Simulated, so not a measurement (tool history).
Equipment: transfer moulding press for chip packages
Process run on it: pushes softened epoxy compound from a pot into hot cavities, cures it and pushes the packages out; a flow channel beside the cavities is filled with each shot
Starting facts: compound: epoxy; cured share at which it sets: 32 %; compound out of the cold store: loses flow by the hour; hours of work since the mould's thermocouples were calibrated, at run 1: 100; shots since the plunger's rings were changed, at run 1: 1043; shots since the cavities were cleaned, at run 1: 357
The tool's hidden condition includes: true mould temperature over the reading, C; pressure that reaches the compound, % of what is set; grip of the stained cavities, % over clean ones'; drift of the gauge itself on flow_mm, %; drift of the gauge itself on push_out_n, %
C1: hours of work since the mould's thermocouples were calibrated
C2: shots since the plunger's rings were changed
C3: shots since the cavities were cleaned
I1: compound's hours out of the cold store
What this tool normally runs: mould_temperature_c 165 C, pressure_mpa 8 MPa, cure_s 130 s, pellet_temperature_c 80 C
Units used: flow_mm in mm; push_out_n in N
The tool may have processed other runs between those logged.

Run 1, hour 0: usual settings; C1 100; C2 1043; C3 357; I1 47.7. Result: flow_mm 531 mm, push_out_n 458 N.
Run 2, hour 6.2: usual settings; C1 105; C2 1114; C3 428; I1 47.3. Result: flow_mm 539 mm, push_out_n 493 N.
Run 3, hour 14.8: usual settings but cure_s 166 s; C1 111; C2 1212; C3 526; I1 31.8. Result: flow_mm 584 mm, push_out_n 470 N.
At hour 19: cavities cleaned with cleaning compound and waxed.
Run 4, hour 25.6: usual settings but mould_temperature_c 173 C; C1 119; C2 1318; C3 75; I1 11.9. Result: flow_mm 639 mm, push_out_n 318 N.
Run 5, hour 31.7: usual settings but mould_temperature_c 173 C; C1 124; C2 1388; C3 145; I1 14.4. Result: flow_mm 609 mm, push_out_n 335 N.
Run 6, hour 38.3: usual settings but mould_temperature_c 173 C; C1 129; C2 1465; C3 222; I1 8.8. Result: flow_mm 642 mm, push_out_n 376 N.
Run 7, hour 49.9: usual settings; C1 138; C2 1597; C3 354; I1 36.6. Result: flow_mm 555 mm, push_out_n 454 N.
Run 8, hour 62.8: usual settings; C1 148; C2 1744; C3 501; I1 15.1. Result: flow_mm 640 mm, push_out_n 496 N.
At hour 65.4: mould's thermocouples calibrated.
At hour 71.4: cavities cleaned with cleaning compound and waxed.
Run 9, hour 72.9: usual settings; C1 5; C2 1819; C3 16; I1 36.2. Result: flow_mm 554 mm, push_out_n 313 N.
Run 10, hour 81: usual settings; C1 11; C2 1912; C3 109; I1 47.7. Result: flow_mm 519 mm, push_out_n 366 N.
Run 11, hour 93.5: usual settings but pellet_temperature_c 88 C; C1 21; C2 2055; C3 252; I1 39.3. Result: flow_mm 546 mm, push_out_n 404 N.
Run 12, hour 100.4: usual settings but pressure_mpa 9.11 MPa; C1 27; C2 2134; C3 331; I1 15.1. Result: flow_mm 674 mm, push_out_n 443 N.
Run 13, hour 113.3: usual settings; C1 37; C2 2282; C3 479; I1 43.1. Result: flow_mm 536 mm, push_out_n 480 N.
At hour 121.3: cavities cleaned with cleaning compound and waxed.
At hour 124.6: mould's thermocouples calibrated, once more.
Run 14, hour 129.1: usual settings; C1 4; C2 2422; C3 66; I1 33.4. Result: flow_mm 564 mm, push_out_n 331 N.
Run 15, hour 137.3: usual settings but pellet_temperature_c 89 C; C1 10; C2 2516; C3 160; I1 40.5. Result: flow_mm 539 mm, push_out_n 388 N.
Run 16, hour 145.5: usual settings but pellet_temperature_c 89 C; C1 17; C2 2610; C3 254; I1 46.5. Result: flow_mm 519 mm, push_out_n 415 N.
Run 17, hour 153.7: usual settings but cure_s 147 s, pellet_temperature_c 81 C; C1 23; C2 2704; C3 348; I1 11.5. Result: flow_mm 632 mm, push_out_n 440 N.
Run 18, hour 161.5: usual settings but mould_temperature_c 157 C, cure_s 166 s, pellet_temperature_c 81 C; C1 29; C2 2793; C3 437; I1 35. Result: flow_mm 563 mm, push_out_n 475 N.
At hour 173.3: cavities cleaned with cleaning compound and waxed.
Run 19, hour 173.7: usual settings but pressure_mpa 6.45 MPa, cure_s 165 s, pellet_temperature_c 88 C; C1 38; C2 2916; C3 5; I1 39.9. Result: flow_mm 478 mm, push_out_n 287 N.
Run 20, hour 179.4: usual settings but mould_temperature_c 157 C; C1 42; C2 2981; C3 70; I1 33.5. Result: flow_mm 579 mm, push_out_n 490 N.
Run 21, hour 185.8: usual settings but mould_temperature_c 157 C, cure_s 127 s; C1 47; C2 3054; C3 143; I1 22.3. Result: flow_mm 603 mm, push_out_n 589 N.
Run 22, hour 194.5: usual settings but mould_temperature_c 164 C, cure_s 128 s, pellet_temperature_c 87 C; C1 54; C2 3153; C3 242; I1 40.3. Result: flow_mm 530 mm, push_out_n 429 N.
Run 23, hour 202.7: usual settings but mould_temperature_c 162 C, pressure_mpa 7.56 MPa, cure_s 121 s, pellet_temperature_c 75 C; C1 61; C2 3248; C3 337; I1 25.6. Result: flow_mm 551 mm, push_out_n 540 N.
Run 24, hour 212.3: usual settings but mould_temperature_c 162 C, pressure_mpa 7.56 MPa, cure_s 121 s, pellet_temperature_c 75 C; C1 68; C2 3357; C3 446; I1 29.9. Result: flow_mm 545 mm, push_out_n 580 N.
At hour 223.1: cavities cleaned with cleaning compound and waxed.
Run 25, hour 223.9: usual settings but mould_temperature_c 162 C, pressure_mpa 7.56 MPa, cure_s 121 s, pellet_temperature_c 75 C; C1 76; C2 3472; C3 8; I1 10.8. Result: flow_mm 623 mm, push_out_n 385 N.
Run 26, hour 232.4: usual settings but mould_temperature_c 162 C, pressure_mpa 7.56 MPa, cure_s 121 s, pellet_temperature_c 75 C; C1 83; C2 3569; C3 105; I1 41.5. Result: flow_mm 517 mm, push_out_n 421 N.
Run 27, hour 238.4: usual settings but mould_temperature_c 172 C, pressure_mpa 7.56 MPa, cure_s 121 s, pellet_temperature_c 74 C; C1 88; C2 3638; C3 174; I1 41. Result: flow_mm 491 mm, push_out_n 364 N.
Run 28, hour 246.1: usual settings but mould_temperature_c 161 C, pressure_mpa 6.64 MPa; C1 94; C2 3727; C3 263; I1 19.9. Result: flow_mm 550 mm, push_out_n 490 N.

Below are 5 alternative next runs, each starting from the tool's condition after run 28. Predict each:
Run A, hour 258.2: usual settings but mould_temperature_c 161 C, pressure_mpa 6.24 MPa, cure_s 162 s; C1 103; C2 3865; C3 401; I1 37.9. Result: flow_mm ?, push_out_n ?.
Run B, hour 258.2: usual settings but mould_temperature_c 157 C; C1 103; C2 3865; C3 401; I1 8.2. Result: flow_mm ?, push_out_n ?.
Run C, hour 258.2: usual settings but pressure_mpa 8.43 MPa, cure_s 144 s; C1 103; C2 3865; C3 401; I1 34.6. Result: flow_mm ?, push_out_n ?.
Run D, hour 258.2: usual settings but mould_temperature_c 161 C, pressure_mpa 9.9 MPa; C1 103; C2 3865; C3 401; I1 29.3. Result: flow_mm ?, push_out_n ?.
Run E, hour 258.2: usual settings but mould_temperature_c 163 C, cure_s 110 s, pellet_temperature_c 84 C; C1 103; C2 3865; C3 401; I1 38.8. Result: flow_mm ?, push_out_n ?.

run  flow_mm  push_out_n
  A      478         428
  B      661         757
  C      554         433
  D      624         518
  E      530         596
Had the tool no hidden state, the same runs would have come out as:
run  flow_mm  push_out_n
  A      519         279
  B      718         490
  C      602         284
  D      678         336
  E      576         387
